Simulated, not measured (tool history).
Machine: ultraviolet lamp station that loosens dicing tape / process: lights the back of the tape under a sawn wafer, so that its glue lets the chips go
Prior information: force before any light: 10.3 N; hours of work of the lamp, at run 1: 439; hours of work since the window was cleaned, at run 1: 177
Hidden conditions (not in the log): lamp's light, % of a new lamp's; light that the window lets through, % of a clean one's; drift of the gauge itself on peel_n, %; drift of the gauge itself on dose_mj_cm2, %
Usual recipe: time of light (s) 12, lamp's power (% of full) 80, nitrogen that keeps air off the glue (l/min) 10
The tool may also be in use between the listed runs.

run   hour  time of light (s)  lamp's power (% of full)  nitrogen that keeps air off the glue (l/min)  hours of work of the lamp  hours of work since the window was cleaned  force that peels the tape off (N)  light that reached the tape (mJ/cm²)
  1    0.0                 12                        80                                            10                        439                                         177                              0.606                                   447
  2   16.9                 12                        80                                            10                        447                                         185                              0.633                                   447
  3   34.3                 12                        80                                            10                        455                                         193                              0.649                                   446
  4   55.4                 12                        80                                            10                        466                                         204                              0.618                                   444
      58.0  -- window cleaned of glue's vapour
  5   75.0                 12                        80                                            10                        475                                           8                              0.641                                   439
  6   92.5                 12                        80                                            10                        484                                          17                              0.642                                   439
  7  107.7                 12                        80                                            10                        491                                          24                              0.660                                   438
  8  118.2                  9                        72                                             5                        496                                          29                              1.964                                   294
     135.6  -- window cleaned of glue's vapour, once more
  9  136.9                  9                        67                                             3                        505                                           1                              2.467                                   276
 10  158.2                  9                        67                                             3                        516                                          11                              2.585                                   275
 11  173.7                  6                        67                                             3                        523                                          19                              3.968                                   188
 12  194.3                 20                        92                                             3                        533                                          29                              0.232                                   848
 13  211.7                 17                        62                                             8                        542                                          37                              0.565                                   483
 14  228.0                 17                        62                                             8                        550                                          45                              0.583                                   480

Consider 5 possible next runs. They are alternatives, not a sequence: every one starts from the tool as it was left by run 14. What does each give?
  A  240.8                 15                        70                                            10                        556                                          52                                  ?                                     ?
  B  240.8                 12                        80                                            10                        556                                          52                                  ?                                     ?
  C  240.8                 12                        64                                            14                        556                                          52                                  ?                                     ?
  D  240.8                  7                        79                                             9                        556                                          52                                  ?                                     ?
  E  240.8                 12                        62                                             8                        556                                          52                                  ?                                     ?

run  force that peels the tape off (N)  light that reached the tape (mJ/cm²)
  A                              0.525                                   477
  B                              0.637                                   435
  C                              0.952                                   357
  D                              2.061                                   252
  E                              1.271                                   339
Take away the tool's hidden state, keep each run's random variation, and the runs would have read:
run  force that peels the tape off (N)  light that reached the tape (mJ/cm²)
  A                              0.356                                   553
  B                              0.436                                   504
  C                              0.680                                   413
  D                              1.612                                   292
  E                              0.931                                   392

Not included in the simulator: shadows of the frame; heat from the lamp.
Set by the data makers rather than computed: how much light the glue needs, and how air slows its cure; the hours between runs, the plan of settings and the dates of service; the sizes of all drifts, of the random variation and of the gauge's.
